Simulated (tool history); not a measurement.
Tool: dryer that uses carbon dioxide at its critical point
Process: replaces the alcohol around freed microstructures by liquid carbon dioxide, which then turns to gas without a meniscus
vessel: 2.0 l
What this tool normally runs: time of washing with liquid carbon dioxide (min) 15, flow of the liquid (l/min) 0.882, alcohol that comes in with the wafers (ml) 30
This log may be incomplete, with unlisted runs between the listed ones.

run   hour  time of washing with liquid carbon dioxide (min)  flow of the liquid (l/min)  alcohol that comes in with the wafers (ml)  alcohol left in the vessel before it's heated (ppm by volume)
  1      0                                                15                       0.882                                          30                                                             28
  2   11.6                                                15                       0.882                                          58                                                             51
  3   29.1                                                15                       0.882                                          58                                                             60
  4   40.4                                                15                       0.882                                          58                                                             60
  5   62.6                                                15                       0.882                                          24                                                             26
  6   71.9                                                15                       0.882                                          24                                                             31
  7   87.6                                                15                       0.882                                          24                                                             36
  8   98.8                                                15                       0.882                                          24                                                             40
  9  119.1                                                12                       0.882                                          30                                                             98
 10  138.5                                                12                       0.882                                          30                                                             98
 11    151                                                12                       0.882                                          30                                                            116
 12  164.5                                                15                       0.882                                          30                                                             40
 13  174.7                                                18                       0.882                                          30                                                             21
 14  184.6                                                18                       0.882                                          30                                                             25
 15  199.7                                                15                       0.882                                          30                                                             49
 16  214.3                                                15                       0.882                                          30                                                             57
 17  231.2                                                15                       0.882                                          77                                                             97
 18  251.6                                                15                       0.882                                          30                                                             53
 19    266                                                16                       0.882                                          30                                                             44
 20    277                                                15                       0.882                                          30                                                             54
 21  298.7                                                15                       0.634                                          30                                                            197
 22    315                                                15                       0.634                                          30                                                            185
 23  330.4                                                15                       0.634                                          30                                                            188
 24  352.1                                                15                       0.882                                          30                                                             55
 25  374.3                                                 9                       1.461                                          23                                                             44
 26  396.5                                                 9                       1.461                                          23                                                             64
 27  408.5                                                 9                       0.649                                          23                                                            755
 28  417.9                                                10                       0.665                                          23                                                            522
 29  434.8                                                15                       0.882                                          32                                                             63
 30  450.4                                                15                       0.882                                          32                                                             62
 31    469                                                21                       1.045                                          84                                                             39
 32    482                                                17                       0.882                                          21                                                             52
 33  503.1                                                13                       0.767                                          30                                                            179
 34  512.4                                                13                       0.767                                          30                                                            177
 35  532.6                                                14                        1.09                                          41                                                             57
 36  542.6                                                14                        1.09                                          41                                                             59
 37  557.4                                                11                       0.882                                          30                                                            196
 38    572                                                11                       0.882                                          30                                                            206
 39  589.4                                                11                       0.882                                          30                                                            211
 40  599.6                                                16                        1.06                                          79                                                             54
     603.7  -- inlet filter changed
 41    617                                                16                        1.06                                          79                                                             55
 42  630.3                                                15                       1.043                                          30                                                             51
 43  648.1                                                14                       1.043                                          28                                                             47
 44    663                                                19                       1.043                                          77                                                             57
 45    680                                                19                       1.043                                          77                                                             50
 46  696.4                                                19                       1.043                                          77                                                             57
 47  706.1                                                13                       0.882                                          24                                                             90
 48  725.1                                                13                       0.882                                          24                                                            101

Below are 3 alternative next runs, each starting from the tool's condition after run 48. Predict each:
  A  740.9                                                13                       0.884                                          24                                                              ?
  B  740.9                                                14                       0.882                                          22                                                              ?
  C  740.9                                                13                       0.926                                          25                                                              ?

run  alcohol left in the vessel before it's heated (ppm by volume)
  A                                                            107
  B                                                             84
  C                                                             77
Had the tool no hidden state, the same runs would have come out as:
run  alcohol left in the vessel before it's heated (ppm by volume)
  A                                                             56
  B                                                             32
  C                                                             28
